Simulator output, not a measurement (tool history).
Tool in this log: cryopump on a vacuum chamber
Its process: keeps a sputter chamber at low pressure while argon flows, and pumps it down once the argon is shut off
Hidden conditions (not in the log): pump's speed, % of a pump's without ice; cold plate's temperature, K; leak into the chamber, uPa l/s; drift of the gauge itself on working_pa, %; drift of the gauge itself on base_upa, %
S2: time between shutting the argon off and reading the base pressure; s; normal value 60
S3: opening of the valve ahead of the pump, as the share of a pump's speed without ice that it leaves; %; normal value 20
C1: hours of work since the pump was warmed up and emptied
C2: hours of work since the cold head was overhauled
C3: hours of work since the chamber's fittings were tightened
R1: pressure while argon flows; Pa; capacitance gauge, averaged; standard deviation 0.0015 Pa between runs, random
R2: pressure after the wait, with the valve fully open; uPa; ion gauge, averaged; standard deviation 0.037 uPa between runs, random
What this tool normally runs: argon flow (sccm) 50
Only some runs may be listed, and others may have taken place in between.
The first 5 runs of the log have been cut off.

Run 6, hour 98.4: usual settings but S3 21 %; C1 428; C2 428; C3 1628. Result: R1 0.362 Pa, R2 5.06 uPa.
Run 7, hour 114.9: usual settings but S3 21 %; C1 442; C2 442; C3 1642. Result: R1 0.3633 Pa, R2 5.26 uPa.
Run 8, hour 126.6: usual settings but S3 21 %; C1 452; C2 452; C3 1652. Result: R1 0.3633 Pa, R2 5.1 uPa.
Run 9, hour 144.5: usual settings but S3 21 %; C1 467; C2 467; C3 1667. Result: R1 0.3647 Pa, R2 5.28 uPa.
Run 10, hour 164.5: usual settings but S3 21 %; C1 484; C2 484; C3 1684. Result: R1 0.3624 Pa, R2 5.28 uPa.
Run 11, hour 183.6: usual settings but S3 44 %; C1 500; C2 500; C3 1700. Result: R1 0.1832 Pa, R2 5.36 uPa.
Run 12, hour 204.5: usual settings but S3 44 %; C1 518; C2 518; C3 1718. Result: R1 0.1836 Pa, R2 5.59 uPa.
Run 13, hour 220.3: usual settings; C1 531; C2 531; C3 1731. Result: R1 0.3868 Pa, R2 5.45 uPa.
Run 14, hour 235.8: usual settings but S2 42 s; C1 544; C2 544; C3 1744. Result: R1 0.3834 Pa, R2 6.39 uPa.
Run 15, hour 255.5: usual settings but S2 42 s; C1 561; C2 561; C3 1761. Result: R1 0.3846 Pa, R2 6.31 uPa.
Run 16, hour 278.7: usual settings but S3 41 %; C1 581; C2 581; C3 1781. Result: R1 0.199 Pa, R2 5.72 uPa.
Run 17, hour 303.2: usual settings but S3 42 %; C1 601; C2 601; C3 1801. Result: R1 0.1962 Pa, R2 5.68 uPa.
Run 18, hour 315.2: usual settings but argon flow (sccm) 21, S2 286 s, S3 33 %; C1 611; C2 611; C3 1811. Result: R1 0.1014 Pa, R2 4.32 uPa.
Run 19, hour 333.6: usual settings but S2 70 s, S3 23 %; C1 627; C2 627; C3 1827. Result: R1 0.3429 Pa, R2 5.54 uPa.
Run 20, hour 351.3: usual settings but argon flow (sccm) 26, S2 70 s, S3 23 %; C1 642; C2 642; C3 1842. Result: R1 0.1772 Pa, R2 5.75 uPa.
Run 21, hour 365.2: usual settings but argon flow (sccm) 46, S2 187 s, S3 27 %; C1 654; C2 654; C3 1854. Result: R1 0.2724 Pa, R2 4.47 uPa.
Run 22, hour 376.4: usual settings but argon flow (sccm) 35, S2 124 s, S3 19 %; C1 663; C2 663; C3 1863. Result: R1 0.2889 Pa, R2 5.15 uPa.
Run 23, hour 396.2: usual settings but S2 26 s; C1 680; C2 680; C3 1880. Result: R1 0.3908 Pa, R2 8.37 uPa.
Run 24, hour 415.2: usual settings but S2 26 s; C1 696; C2 696; C3 1896. Result: R1 0.3929 Pa, R2 8.69 uPa.
Run 25, hour 435.2: usual settings but argon flow (sccm) 82, S2 169 s, S3 19 %; C1 713; C2 713; C3 1913. Result: R1 0.6743 Pa, R2 5.05 uPa.
Run 26, hour 457.1: usual settings but argon flow (sccm) 21, S2 22 s, S3 21 %; C1 731; C2 731; C3 1931. Result: R1 0.1593 Pa, R2 9.32 uPa.
At hour 485.5: pump warmed up, emptied and cooled again.
Run 27, hour 485.5: usual settings but argon flow (sccm) 31, S2 22 s, S3 21 %; C1 0; C2 751; C3 1951. Result: R1 0.215 Pa, R2 8.12 uPa.

Run 28 is up next; what results do you expect?
Run 28, hour 504.7: usual settings but argon flow (sccm) 31, S2 22 s, S3 21 %; C1 16; C2 767; C3 1967. Result: R1 ?, R2 ?.

R1: 0.2167 Pa
R2: 8.03 uPa
On a tool with no hidden condition, and with the same random variation, this run would have come out at R1 0.216 Pa, R2 5.15 uPa.
